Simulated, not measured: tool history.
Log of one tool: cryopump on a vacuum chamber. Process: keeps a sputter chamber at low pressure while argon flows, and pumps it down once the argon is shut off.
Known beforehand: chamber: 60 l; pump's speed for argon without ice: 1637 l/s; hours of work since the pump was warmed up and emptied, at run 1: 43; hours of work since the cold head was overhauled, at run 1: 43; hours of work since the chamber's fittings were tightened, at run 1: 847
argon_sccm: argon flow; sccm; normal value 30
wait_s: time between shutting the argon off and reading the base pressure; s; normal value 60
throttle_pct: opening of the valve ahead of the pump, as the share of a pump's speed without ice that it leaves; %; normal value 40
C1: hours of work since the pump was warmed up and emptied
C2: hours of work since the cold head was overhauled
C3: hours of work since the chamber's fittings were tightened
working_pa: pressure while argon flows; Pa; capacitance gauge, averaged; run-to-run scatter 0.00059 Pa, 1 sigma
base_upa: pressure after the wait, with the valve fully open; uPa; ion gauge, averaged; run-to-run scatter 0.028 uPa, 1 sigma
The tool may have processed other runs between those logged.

Run 1, hour 0: usual settings; C1 43; C2 43; C3 847. Result: working_pa 0.077 Pa, base_upa 1.74 uPa.
Run 2, hour 29: usual settings but wait_s 31 s; C1 65; C2 65; C3 869. Result: working_pa 0.0775 Pa, base_upa 2.86 uPa.
Run 3, hour 56.8: usual settings but wait_s 23 s; C1 87; C2 87; C3 891. Result: working_pa 0.0787 Pa, base_upa 3.71 uPa.
Run 4, hour 100.8: usual settings but wait_s 23 s; C1 121; C2 121; C3 925. Result: working_pa 0.0792 Pa, base_upa 3.59 uPa.
Run 5, hour 136.5: usual settings but argon_sccm 42 sccm; C1 149; C2 149; C3 953. Result: working_pa 0.1107 Pa, base_upa 1.91 uPa.
Run 6, hour 165.4: usual settings but argon_sccm 14 sccm; C1 171; C2 171; C3 975. Result: working_pa 0.0372 Pa, base_upa 1.89 uPa.
Run 7, hour 193: usual settings but argon_sccm 14 sccm; C1 193; C2 193; C3 997. Result: working_pa 0.0361 Pa, base_upa 1.89 uPa.
Run 8, hour 235.4: usual settings but argon_sccm 14 sccm; C1 226; C2 226; C3 1030. Result: working_pa 0.0386 Pa, base_upa 1.97 uPa.
Run 9, hour 283.3: usual settings; C1 263; C2 263; C3 1067. Result: working_pa 0.0793 Pa, base_upa 1.97 uPa.
Run 10, hour 307.5: usual settings; C1 282; C2 282; C3 1086. Result: working_pa 0.0797 Pa, base_upa 2.02 uPa.
Run 11, hour 329.9: usual settings; C1 299; C2 299; C3 1103. Result: working_pa 0.0808 Pa, base_upa 2.04 uPa.
Run 12, hour 379.3: usual settings but wait_s 70 s; C1 337; C2 337; C3 1142. Result: working_pa 0.0823 Pa, base_upa 1.9 uPa.
Run 13, hour 414.7: usual settings; C1 365; C2 365; C3 1169. Result: working_pa 0.0816 Pa, base_upa 2.03 uPa.
Run 14, hour 438.1: usual settings; C1 383; C2 383; C3 1187. Result: working_pa 0.0808 Pa, base_upa 2.1 uPa.
Run 15, hour 466: usual settings but throttle_pct 46 %; C1 405; C2 405; C3 1209. Result: working_pa 0.0718 Pa, base_upa 2.18 uPa.
Run 16, hour 517.9: usual settings but throttle_pct 46 %; C1 445; C2 445; C3 1249. Result: working_pa 0.0716 Pa, base_upa 2.12 uPa.
Run 17, hour 543.2: usual settings but throttle_pct 26 %; C1 465; C2 465; C3 1269. Result: working_pa 0.1244 Pa, base_upa 2.23 uPa.
Run 18, hour 593.3: usual settings but argon_sccm 13 sccm, wait_s 160 s, throttle_pct 32 %; C1 504; C2 504; C3 1308. Result: working_pa 0.0438 Pa, base_upa 1.5 uPa.
Run 19, hour 628.3: usual settings but argon_sccm 40 sccm, wait_s 233 s, throttle_pct 16 %; C1 531; C2 531; C3 1335. Result: working_pa 0.2655 Pa, base_upa 1.44 uPa.
Run 20, hour 658.6: usual settings but argon_sccm 40 sccm, wait_s 233 s, throttle_pct 16 %; C1 554; C2 554; C3 1359. Result: working_pa 0.2676 Pa, base_upa 1.42 uPa.
Run 21, hour 707: usual settings but argon_sccm 15 sccm, wait_s 88 s, throttle_pct 26 %; C1 592; C2 592; C3 1396. Result: working_pa 0.0613 Pa, base_upa 1.94 uPa.
Run 22, hour 732.4: usual settings but argon_sccm 57 sccm, wait_s 88 s, throttle_pct 25 %; C1 612; C2 612; C3 1416. Result: working_pa 0.247 Pa, base_upa 1.98 uPa.
At hour 751.5: pump warmed up, emptied and cooled again.
Run 23, hour 769: usual settings but argon_sccm 49 sccm; C1 14; C2 636; C3 1440. Result: working_pa 0.1279 Pa, base_upa 2.17 uPa.
Run 24, hour 813.5: usual settings but argon_sccm 49 sccm; C1 48; C2 671; C3 1475. Result: working_pa 0.1287 Pa, base_upa 2.22 uPa.
Run 25, hour 860.2: usual settings but argon_sccm 49 sccm; C1 84; C2 707; C3 1511. Result: working_pa 0.1276 Pa, base_upa 2.13 uPa.
Run 26, hour 893.6: usual settings but argon_sccm 54 sccm, wait_s 36 s, throttle_pct 35 %; C1 110; C2 733; C3 1537. Result: working_pa 0.1621 Pa, base_upa 2.98 uPa.
Run 27, hour 917.9: usual settings but argon_sccm 54 sccm, wait_s 36 s, throttle_pct 35 %; C1 129; C2 752; C3 1556. Result: working_pa 0.1626 Pa, base_upa 2.93 uPa.
Run 28, hour 949.1: usual settings but wait_s 46 s; C1 153; C2 776; C3 1580. Result: working_pa 0.0778 Pa, base_upa 2.61 uPa.
Run 29, hour 975.9: usual settings but wait_s 243 s, throttle_pct 21 %; C1 174; C2 797; C3 1601. Result: working_pa 0.149 Pa, base_upa 1.46 uPa.
Run 30, hour 1014.8: usual settings but wait_s 108 s, throttle_pct 27 %; C1 205; C2 827; C3 1631. Result: working_pa 0.116 Pa, base_upa 1.82 uPa.
Run 31, hour 1069.4: usual settings but argon_sccm 53 sccm, wait_s 226 s, throttle_pct 21 %; C1 247; C2 870; C3 1674. Result: working_pa 0.2646 Pa, base_upa 1.58 uPa.
Run 32, hour 1115.1: usual settings but argon_sccm 38 sccm, wait_s 66 s; C1 283; C2 905; C3 1709. Result: working_pa 0.1013 Pa, base_upa 2.28 uPa.
Run 33, hour 1139.6: usual settings but argon_sccm 15 sccm, wait_s 52 s, throttle_pct 34 %; C1 302; C2 924; C3 1728. Result: working_pa 0.0469 Pa, base_upa 2.57 uPa.
Run 34, hour 1169: usual settings but argon_sccm 15 sccm, wait_s 52 s, throttle_pct 34 %; C1 324; C2 947; C3 1751. Result: working_pa 0.0473 Pa, base_upa 2.67 uPa.

Consider 3 possible next runs. They are alternatives, not a sequence: every one starts from the tool as it was left by run 34. What does each give?
Run A, hour 1204.6: usual settings but argon_sccm 15 sccm, wait_s 105 s, throttle_pct 47 %; C1 352; C2 975; C3 1779. Result: working_pa ?, base_upa ?.
Run B, hour 1204.6: usual settings but argon_sccm 21 sccm, wait_s 218 s, throttle_pct 34 %; C1 352; C2 975; C3 1779. Result: working_pa ?, base_upa ?.
Run C, hour 1204.6: usual settings but argon_sccm 27 sccm, wait_s 52 s, throttle_pct 25 %; C1 352; C2 975; C3 1779. Result: working_pa ?, base_upa ?.

run  working_pa  base_upa
  A      0.0348      1.95
  B      0.0656      1.63
  C      0.1154      2.56
Stripped of hidden state, with their random variation kept, the same runs would have yielded:
run  working_pa  base_upa
  A      0.0331      0.82
  B      0.0632      0.49
  C      0.1123      1.44
